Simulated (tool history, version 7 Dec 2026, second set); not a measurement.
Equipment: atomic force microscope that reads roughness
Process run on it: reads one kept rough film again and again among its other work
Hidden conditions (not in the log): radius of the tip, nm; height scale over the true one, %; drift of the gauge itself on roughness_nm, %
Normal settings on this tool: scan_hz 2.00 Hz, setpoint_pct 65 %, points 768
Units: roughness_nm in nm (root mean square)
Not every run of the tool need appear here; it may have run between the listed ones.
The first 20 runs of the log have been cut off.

run	hour	scan_hz	setpoint_pct	points	pictures with this tip	hours of work since the height scale was calibrated	roughness_nm
21	172.0	2.00	65	330	50	126	1.068
# hour 180.2: new tip fitted
22	185.0	2.00	65	330	7	133	1.087
23	194.5	3.96	65	820	22	138	1.053
24	204.3	1.93	81	550	37	144	1.036
25	213.1	1.93	57	933	50	149	1.128
# hour 221.6: new tip fitted
26	226.1	1.93	57	933	7	156	1.134
27	233.7	2.00	65	776	19	160	1.104
28	244.9	1.72	64	320	36	166	1.089
29	257.1	1.72	74	630	55	173	1.071
# hour 262.4: new tip fitted
30	263.9	1.72	74	630	2	177	1.070
31	272.9	1.40	67	630	16	182	1.112
32	282.7	1.99	72	768	31	188	1.081
33	292.4	2.00	65	374	46	193	1.091
# hour 303.5: new tip fitted
34	303.9	2.00	65	374	1	199	1.087
35	314.1	0.67	69	581	17	205	1.128
36	326.5	0.68	58	768	36	212	1.136
37	331.9	0.68	58	768	44	215	1.143
38	338.6	1.95	76	1005	54	219	1.068
# hour 344.0: new tip fitted
39	350.4	2.00	70	278	9	225	1.060
40	358.5	2.00	70	278	22	230	1.063
41	364.2	0.97	65	352	31	233	1.107
42	376.0	3.64	87	328	49	240	0.886
# hour 385.2: new tip fitted
43	387.1	1.27	58	312	3	246	1.101

Forecast each of these 4 alternatives for the next run:
A	397.3	2.00	63	318	19	252	?
B	397.3	2.00	73	768	19	252	?
C	397.3	3.41	65	344	19	252	?
D	397.3	2.00	56	418	19	252	?

run	roughness_nm
A	1.086
B	1.068
C	1.058
D	1.111
With the hidden condition removed and each run's random variation left untouched, the same runs would have given:
run	roughness_nm
A	1.087
B	1.069
C	1.059
D	1.111
